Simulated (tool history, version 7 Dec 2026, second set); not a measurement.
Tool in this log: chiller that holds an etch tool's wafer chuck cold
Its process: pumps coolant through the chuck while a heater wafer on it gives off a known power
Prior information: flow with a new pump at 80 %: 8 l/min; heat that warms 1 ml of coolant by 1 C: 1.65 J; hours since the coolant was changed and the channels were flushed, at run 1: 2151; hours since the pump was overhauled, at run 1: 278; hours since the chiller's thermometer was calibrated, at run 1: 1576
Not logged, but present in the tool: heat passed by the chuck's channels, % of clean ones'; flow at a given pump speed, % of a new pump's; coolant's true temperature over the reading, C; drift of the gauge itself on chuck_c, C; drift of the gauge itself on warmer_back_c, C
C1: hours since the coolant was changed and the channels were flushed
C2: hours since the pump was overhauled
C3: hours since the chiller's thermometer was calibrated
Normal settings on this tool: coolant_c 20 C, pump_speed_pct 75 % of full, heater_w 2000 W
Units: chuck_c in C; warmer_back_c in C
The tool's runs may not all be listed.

run 1 hour=0.0 | coolant_c=20 pump_speed_pct=75 heater_w=2000 | C1=2151 C2=278 C3=1576 | chuck_c=37.5 warmer_back_c=9.79
run 2 hour=82.9 | coolant_c=14 pump_speed_pct=75 heater_w=2000 | C1=2234 C2=361 C3=1659 | chuck_c=31.7 warmer_back_c=9.74
run 3 hour=139.7 | coolant_c=14 pump_speed_pct=75 heater_w=2000 | C1=2291 C2=417 C3=1715 | chuck_c=31.7 warmer_back_c=9.65
run 4 hour=214.4 | coolant_c=20 pump_speed_pct=75 heater_w=2000 | C1=2365 C2=492 C3=1790 | chuck_c=37.8 warmer_back_c=9.76
run 5 hour=267.7 | coolant_c=20 pump_speed_pct=75 heater_w=1151 | C1=2419 C2=546 C3=1843 | chuck_c=30.1 warmer_back_c=5.62
run 6 hour=329.7 | coolant_c=20 pump_speed_pct=87 heater_w=2000 | C1=2481 C2=607 C3=1905 | chuck_c=35.5 warmer_back_c=8.36
run 7 hour=416.6 | coolant_c=14 pump_speed_pct=65 heater_w=1193 | C1=2568 C2=694 C3=1992 | chuck_c=26.0 warmer_back_c=6.83
run 8 hour=467.0 | coolant_c=14 pump_speed_pct=65 heater_w=1193 | C1=2618 C2=745 C3=2043 | chuck_c=26.1 warmer_back_c=6.81
run 9 hour=529.2 | coolant_c=14 pump_speed_pct=95 heater_w=2000 | C1=2680 C2=807 C3=2105 | chuck_c=28.2 warmer_back_c=7.62
run 10 hour=589.6 | coolant_c=14 pump_speed_pct=95 heater_w=2000 | C1=2741 C2=867 C3=2165 | chuck_c=28.1 warmer_back_c=7.68
run 11 hour=643.9 | coolant_c=19 pump_speed_pct=73 heater_w=2000 | C1=2795 C2=922 C3=2220 | chuck_c=37.4 warmer_back_c=10.07
run 12 hour=712.4 | coolant_c=20 pump_speed_pct=75 heater_w=1931 | C1=2863 C2=990 C3=2288 | chuck_c=37.1 warmer_back_c=9.45

Each row is a separate what-if for the run after 12, all from the same tool condition, not one after another. Results?
run A hour=776.9 | coolant_c=11 pump_speed_pct=98 heater_w=1931 | C1=2928 C2=1055 C3=2353 | chuck_c=? warmer_back_c=?
run B hour=776.9 | coolant_c=28 pump_speed_pct=77 heater_w=2260 | C1=2928 C2=1055 C3=2353 | chuck_c=? warmer_back_c=?
run C hour=776.9 | coolant_c=23 pump_speed_pct=87 heater_w=2000 | C1=2928 C2=1055 C3=2353 | chuck_c=? warmer_back_c=?
run D hour=776.9 | coolant_c=16 pump_speed_pct=69 heater_w=2302 | C1=2928 C2=1055 C3=2353 | chuck_c=? warmer_back_c=?

run=A chuck_c=24.3 warmer_back_c=7.12
run=B chuck_c=47.7 warmer_back_c=10.76
run=C chuck_c=38.6 warmer_back_c=8.40
run=D chuck_c=38.1 warmer_back_c=12.28
With no hidden state in the tool, these same runs would have given:
run=A chuck_c=24.0 warmer_back_c=7.06
run=B chuck_c=47.1 warmer_back_c=10.67
run=C chuck_c=38.2 warmer_back_c=8.33
run=D chuck_c=37.4 warmer_back_c=12.18
